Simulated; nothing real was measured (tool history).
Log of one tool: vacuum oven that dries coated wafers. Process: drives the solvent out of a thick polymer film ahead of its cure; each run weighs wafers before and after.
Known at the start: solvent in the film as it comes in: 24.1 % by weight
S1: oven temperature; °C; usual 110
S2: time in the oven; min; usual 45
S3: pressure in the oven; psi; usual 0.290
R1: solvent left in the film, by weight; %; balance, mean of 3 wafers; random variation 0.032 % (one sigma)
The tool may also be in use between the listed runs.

run   hour   S1  S2     S3     R1
  1    0.0  110  45  0.290   3.68
  2   61.2  110  45  0.290   3.75
  3  130.8  110  45  0.290   3.71
  4  213.5  110  45  0.290   3.75
  5  267.1  110  45  0.290   3.75
  6  306.5  110  45  0.290   3.68
  7  375.0  110  45  0.290   3.68
  8  456.7  110  45  0.244   3.51
  9  507.0   95  41  0.621  11.88
 10  548.8   95  41  0.621  11.81
 11  611.9   95  41  0.621  11.95
     620.5  -- vacuum gauge cleaned of residue and calibrated
 12  670.8  114  45  0.290   2.56
 13  728.8  110  45  0.471   4.37
     791.1  -- vacuum gauge cleaned of residue and calibrated, once more
 14  797.9  110  45  0.471   4.27
 15  878.9  110  45  0.471   4.29
 16  934.4  110  45  0.471   4.27

Forecast each of these 5 alternatives for the next run:
     978.2  -- oven's thermocouples calibrated
  A  981.6  110  45  0.290   ?
     978.2  -- oven's thermocouples calibrated
  B  981.6  109  35  0.911   ?
     978.2  -- oven's thermocouples calibrated
  C  981.6  110  65  0.471   ?
     978.2  -- oven's thermocouples calibrated
  D  981.6  115  45  0.290   ?
     978.2  -- oven's thermocouples calibrated
  E  981.6  122  26  0.471   ?

run    R1
  A  4.00
  B  8.21
  C  3.35
  D  2.56
  E  3.62
Without the tool's hidden state the same runs would have given:
run    R1
  A  3.92
  B  8.11
  C  3.29
  D  2.50
  E  3.55

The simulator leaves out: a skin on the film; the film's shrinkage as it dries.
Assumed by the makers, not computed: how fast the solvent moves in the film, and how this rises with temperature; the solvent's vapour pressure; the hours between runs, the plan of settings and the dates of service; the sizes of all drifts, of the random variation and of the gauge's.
